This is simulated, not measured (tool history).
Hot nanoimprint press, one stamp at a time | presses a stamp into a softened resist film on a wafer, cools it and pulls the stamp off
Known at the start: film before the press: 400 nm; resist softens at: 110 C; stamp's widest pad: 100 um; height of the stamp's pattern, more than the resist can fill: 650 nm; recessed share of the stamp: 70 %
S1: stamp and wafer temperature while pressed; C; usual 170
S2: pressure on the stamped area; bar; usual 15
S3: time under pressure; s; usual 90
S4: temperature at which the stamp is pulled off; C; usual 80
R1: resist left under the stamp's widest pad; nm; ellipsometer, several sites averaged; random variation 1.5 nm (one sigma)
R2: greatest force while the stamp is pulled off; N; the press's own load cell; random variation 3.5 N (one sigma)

run 1 hour=0 | S1=170 S2=15 S3=90 S4=80 | R1=226 R2=184
run 2 hour=46.4 | S1=170 S2=15 S3=90 S4=74 | R1=223.3 R2=198
-- hour=76.1 press's hydraulic seals changed and the load cell set to zero
run 3 hour=83.8 | S1=170 S2=15 S3=125 S4=80 | R1=200.7 R2=193
run 4 hour=109.7 | S1=168 S2=15 S3=90 S4=80 | R1=242 R2=203
run 5 hour=136.7 | S1=168 S2=15 S3=90 S4=80 | R1=241.8 R2=200
-- hour=162.4 plate thermocouple calibrated
run 6 hour=172.2 | S1=170 S2=14.3 S3=90 S4=80 | R1=239.7 R2=206
-- hour=191.4 stamp cleaned and given a new release coat
run 7 hour=225.8 | S1=170 S2=14.3 S3=90 S4=80 | R1=240 R2=173
run 8 hour=267.3 | S1=170 S2=15 S3=90 S4=69 | R1=234.6 R2=188
run 9 hour=314.8 | S1=170 S2=16 S3=90 S4=80 | R1=223 R2=186
run 10 hour=338.4 | S1=170 S2=15 S3=90 S4=80 | R1=228.9 R2=183
run 11 hour=366.3 | S1=170 S2=15 S3=90 S4=80 | R1=228.7 R2=189
run 12 hour=389.7 | S1=170 S2=15 S3=90 S4=80 | R1=230.9 R2=188
run 13 hour=421.3 | S1=170 S2=11.4 S3=90 S4=80 | R1=259 R2=202
run 14 hour=452.5 | S1=181 S2=15 S3=102 S4=87 | R1=132.8 R2=189
run 15 hour=480.3 | S1=160 S2=17.8 S3=65 S4=77 | R1=337 R2=210
-- hour=522.7 stamp cleaned and given a new release coat
run 16 hour=539.4 | S1=160 S2=17.8 S3=65 S4=77 | R1=334.1 R2=169
run 17 hour=565.3 | S1=169 S2=20.3 S3=142 S4=80 | R1=176.7 R2=169
run 18 hour=609.7 | S1=169 S2=20.3 S3=142 S4=80 | R1=175.2 R2=177
run 19 hour=662.1 | S1=170 S2=11.7 S3=90 S4=80 | R1=250.3 R2=187
-- hour=718.5 plate thermocouple calibrated
run 20 hour=718.6 | S1=164 S2=11.7 S3=161 S4=80 | R1=289.2 R2=196
run 21 hour=745.8 | S1=164 S2=11.7 S3=161 S4=80 | R1=295.3 R2=196
run 22 hour=783.9 | S1=162 S2=14.2 S3=175 S4=80 | R1=287.5 R2=198
run 23 hour=809.1 | S1=162 S2=14.2 S3=175 S4=80 | R1=286.1 R2=198

Forecast each of these 4 alternatives for the next run:
-- hour=854.3 stamp cleaned and given a new release coat
run A hour=857 | S1=174 S2=13 S3=175 S4=80 | R1=? R2=?
-- hour=854.3 stamp cleaned and given a new release coat
run B hour=857 | S1=174 S2=11.8 S3=175 S4=81 | R1=? R2=?
-- hour=854.3 stamp cleaned and given a new release coat
run C hour=857 | S1=178 S2=14.2 S3=61 S4=80 | R1=? R2=?
-- hour=854.3 stamp cleaned and given a new release coat
run D hour=857 | S1=166 S2=19.2 S3=175 S4=72 | R1=? R2=?

run=A R1=169.9 R2=165
run=B R1=181.2 R2=167
run=C R1=193 R2=162
run=D R1=210.3 R2=176
Without the tool's hidden state the same runs would have given:
run=A R1=170.1 R2=165
run=B R1=181.6 R2=167
run=C R1=192.6 R2=162
run=D R1=209.2 R2=176

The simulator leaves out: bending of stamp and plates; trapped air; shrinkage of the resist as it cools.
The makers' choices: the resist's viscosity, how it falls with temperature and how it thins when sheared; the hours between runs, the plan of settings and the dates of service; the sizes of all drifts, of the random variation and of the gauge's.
